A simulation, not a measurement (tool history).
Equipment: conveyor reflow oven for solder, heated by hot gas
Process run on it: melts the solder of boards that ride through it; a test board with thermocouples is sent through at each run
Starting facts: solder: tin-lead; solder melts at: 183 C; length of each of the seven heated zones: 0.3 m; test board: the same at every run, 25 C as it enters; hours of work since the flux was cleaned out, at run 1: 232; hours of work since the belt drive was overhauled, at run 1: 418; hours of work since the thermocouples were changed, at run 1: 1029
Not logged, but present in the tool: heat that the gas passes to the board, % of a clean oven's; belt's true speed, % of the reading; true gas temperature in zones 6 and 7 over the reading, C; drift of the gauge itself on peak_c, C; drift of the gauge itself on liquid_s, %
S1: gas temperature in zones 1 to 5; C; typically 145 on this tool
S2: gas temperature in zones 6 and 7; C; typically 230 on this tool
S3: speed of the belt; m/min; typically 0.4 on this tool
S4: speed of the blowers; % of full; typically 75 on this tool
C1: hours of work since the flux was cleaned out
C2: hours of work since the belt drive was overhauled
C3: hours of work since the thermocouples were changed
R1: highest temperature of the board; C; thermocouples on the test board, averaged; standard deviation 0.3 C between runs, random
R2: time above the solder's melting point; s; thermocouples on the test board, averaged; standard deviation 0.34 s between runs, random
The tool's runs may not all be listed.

Run 1, hour 0: usual settings; C1 232; C2 418; C3 1029. Result: R1 214.5 C, R2 67.2 s.
Run 2, hour 16.9: usual settings; C1 240; C2 426; C3 1038. Result: R1 213.7 C, R2 66.6 s.
Run 3, hour 37.6: usual settings; C1 251; C2 437; C3 1048. Result: R1 214 C, R2 66.6 s.
Run 4, hour 57.4: usual settings; C1 260; C2 447; C3 1058. Result: R1 213.6 C, R2 66.7 s.
Run 5, hour 71.6: usual settings; C1 268; C2 454; C3 1065. Result: R1 213.6 C, R2 67.1 s.
Run 6, hour 86.4: usual settings but S4 83 % of full; C1 275; C2 461; C3 1072. Result: R1 215.1 C, R2 68.6 s.
At hour 104.4: thermocouples of zones 6 and 7 changed.
Run 7, hour 104.8: usual settings but S4 83 % of full; C1 283; C2 469; C3 0. Result: R1 215.2 C, R2 68.8 s.
Run 8, hour 119.5: usual settings but S4 71 % of full; C1 291; C2 477; C3 8. Result: R1 213 C, R2 65.9 s.
Run 9, hour 142.7: usual settings but S1 132 C, S2 234 C, S4 71 % of full; C1 302; C2 488; C3 19. Result: R1 213.9 C, R2 60.9 s.
At hour 154.6: flux residue cleaned out of gas plates and filters.
Run 10, hour 167.9: usual settings but S1 131 C, S2 227 C, S3 0.371 m/min, S4 71 % of full; C1 7; C2 498; C3 29. Result: R1 210.2 C, R2 62.5 s.
Run 11, hour 178.4: usual settings but S1 140 C, S2 228 C, S3 0.367 m/min, S4 79 % of full; C1 12; C2 504; C3 35. Result: R1 214.8 C, R2 72.3 s.
Run 12, hour 198.8: usual settings but S3 0.37 m/min; C1 22; C2 514; C3 45. Result: R1 216.4 C, R2 75.2 s.
Run 13, hour 209.2: usual settings but S3 0.37 m/min; C1 27; C2 519; C3 50. Result: R1 215.5 C, R2 75.4 s.
Run 14, hour 226.6: usual settings but S4 52 % of full; C1 36; C2 528; C3 59. Result: R1 209 C, R2 60 s.
Run 15, hour 237.5: usual settings but S4 52 % of full; C1 41; C2 533; C3 64. Result: R1 208.8 C, R2 60 s.

Across each entry between runs, compare the hidden state at the last listed run before it with the hidden state at the first listed run after it:
In the gap between runs 6 and 7: thermocouples of zones 6 and 7 changed (hour 104.4)
  true gas temperature in zones 6 and 7 over the reading, C: -0.12 -> -0.01
In the gap between runs 9 and 10: flux residue cleaned out of gas plates and filters (hour 154.6)
  heat that the gas passes to the board, % of a clean oven's: 99.6 -> 100; belt's true speed, % of the reading: 99.94 -> 99.93

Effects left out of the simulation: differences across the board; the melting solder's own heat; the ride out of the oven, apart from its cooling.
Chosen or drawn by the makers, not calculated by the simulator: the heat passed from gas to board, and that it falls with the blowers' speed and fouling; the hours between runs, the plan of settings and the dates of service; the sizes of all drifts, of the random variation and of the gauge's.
